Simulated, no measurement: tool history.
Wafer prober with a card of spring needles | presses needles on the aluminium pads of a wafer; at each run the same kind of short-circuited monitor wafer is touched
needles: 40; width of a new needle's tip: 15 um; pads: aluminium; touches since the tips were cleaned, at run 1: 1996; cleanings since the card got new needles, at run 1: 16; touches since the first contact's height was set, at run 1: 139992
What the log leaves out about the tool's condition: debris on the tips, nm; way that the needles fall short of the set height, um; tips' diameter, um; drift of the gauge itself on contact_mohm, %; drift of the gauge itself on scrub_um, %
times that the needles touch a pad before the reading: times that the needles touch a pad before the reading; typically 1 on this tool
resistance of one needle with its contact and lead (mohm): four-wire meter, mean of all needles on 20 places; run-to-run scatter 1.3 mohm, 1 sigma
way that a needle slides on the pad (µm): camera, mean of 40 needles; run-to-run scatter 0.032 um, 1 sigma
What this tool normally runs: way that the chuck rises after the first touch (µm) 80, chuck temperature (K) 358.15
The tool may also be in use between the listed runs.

run,hour,way that the chuck rises after the first touch (µm),chuck temperature (K),times that the needles touch a pad before the reading,touches since the tips were cleaned,cleanings since the card got new needles,touches since the first contact's height was set,resistance of one needle with its contact and lead (mohm),way that a needle slides on the pad (µm)
1,0,80,358.15,1,1996,16,139992,108,19.35
# hour 9.3: tips cleaned on abrasive film
# hour 23.5: tips cleaned on abrasive film
2,29.8,80,319.15,1,3564,18,156823,107,19.34
# hour 38.3: tips cleaned on abrasive film
# hour 51.4: tips cleaned on abrasive film
# hour 64.7: tips cleaned on abrasive film
3,70,80,319.15,1,3030,21,179505,107,19.37
# hour 77.8: tips cleaned on abrasive film
# hour 91.4: tips cleaned on abrasive film
# hour 105.8: tips cleaned on abrasive film
4,110.1,80,319.15,1,2481,24,202107,105,19.31
# hour 118.2: tips cleaned on abrasive film
# hour 131.6: tips cleaned on abrasive film
# hour 144.5: tips cleaned on abrasive film
5,149.6,80,326.15,1,2920,27,224385,106,19.33
# hour 158.3: tips cleaned on abrasive film
# hour 172.1: tips cleaned on abrasive film
# hour 172.4: height of the first contact set anew
6,177.9,80,325.15,1,3139,29,3139,106,19.34
# hour 186: tips cleaned on abrasive film
7,195.8,80,358.15,1,5591,30,13231,109,19.35
# hour 199: tips cleaned on abrasive film
# hour 212.6: tips cleaned on abrasive film
8,224.4,80,321.15,1,6673,32,29359,105,19.35
# hour 227.6: tips cleaned on abrasive film
# hour 241.8: tips cleaned on abrasive film
# hour 256.1: tips cleaned on abrasive film
9,259.3,68,358.15,1,1816,35,49047,108,16.5
# hour 268.7: tips cleaned on abrasive film
# hour 283.2: tips cleaned on abrasive film
# hour 297.5: tips cleaned on abrasive film
10,297.5,80,358.15,1,0,38,70549,108,19.35
# hour 310: tips cleaned on abrasive film
# hour 322.7: tips cleaned on abrasive film
11,334.8,80,356.15,1,6904,40,91655,109,19.37
# hour 338: tips cleaned on abrasive film
# hour 351.1: tips cleaned on abrasive film
# hour 364.6: tips cleaned on abrasive film
12,376.7,80,356.15,1,6865,43,115285,109,19.28
# hour 379.9: tips cleaned on abrasive film
# hour 394.2: tips cleaned on abrasive film
13,398.9,73,383.15,1,2709,45,127794,114,17.6
# hour 407.8: tips cleaned on abrasive film
# hour 421.4: tips cleaned on abrasive film
14,422.6,73,383.15,1,663,47,141110,114,17.67
# hour 434.2: tips cleaned on abrasive film
15,445.8,83,303.15,2,6596,48,154281,104,20.09
# hour 447.9: tips cleaned on abrasive film
# hour 460.4: tips cleaned on abrasive film
# hour 474.4: tips cleaned on abrasive film
16,474.4,97,299.15,1,0,51,170325,100,23.44
# hour 489.5: tips cleaned on abrasive film
17,497.1,80,334.15,2,4324,52,183192,108,19.33
# hour 502.5: tips cleaned on abrasive film
# hour 515.7: tips cleaned on abrasive film
18,520.2,80,334.15,2,2586,54,196214,106,19.35
# hour 528.7: tips cleaned on abrasive film
19,539.1,80,334.15,2,5890,55,206872,107,19.33
# hour 541.2: tips cleaned on abrasive film
# hour 554.4: tips cleaned on abrasive film
# hour 567.6: tips cleaned on abrasive film
20,567.6,98,305.15,1,0,58,222915,103,23.7

The next listed run, before its measurement:
# hour 581.2: tips cleaned on abrasive film
# hour 593.1: height of the first contact set anew
# hour 596.3: tips cleaned on abrasive film
21,602.8,98,305.15,1,3729,60,5476,?,?

{"run 21": {"resistance of one needle with its contact and lead (mohm)": 102, "way that a needle slides on the pad (µm)": 23.74}}
Take away the tool's hidden state, keep the run-to-run variation as it was, and the same run would have given resistance of one needle with its contact and lead (mohm) 102, way that a needle slides on the pad (µm) 23.75.

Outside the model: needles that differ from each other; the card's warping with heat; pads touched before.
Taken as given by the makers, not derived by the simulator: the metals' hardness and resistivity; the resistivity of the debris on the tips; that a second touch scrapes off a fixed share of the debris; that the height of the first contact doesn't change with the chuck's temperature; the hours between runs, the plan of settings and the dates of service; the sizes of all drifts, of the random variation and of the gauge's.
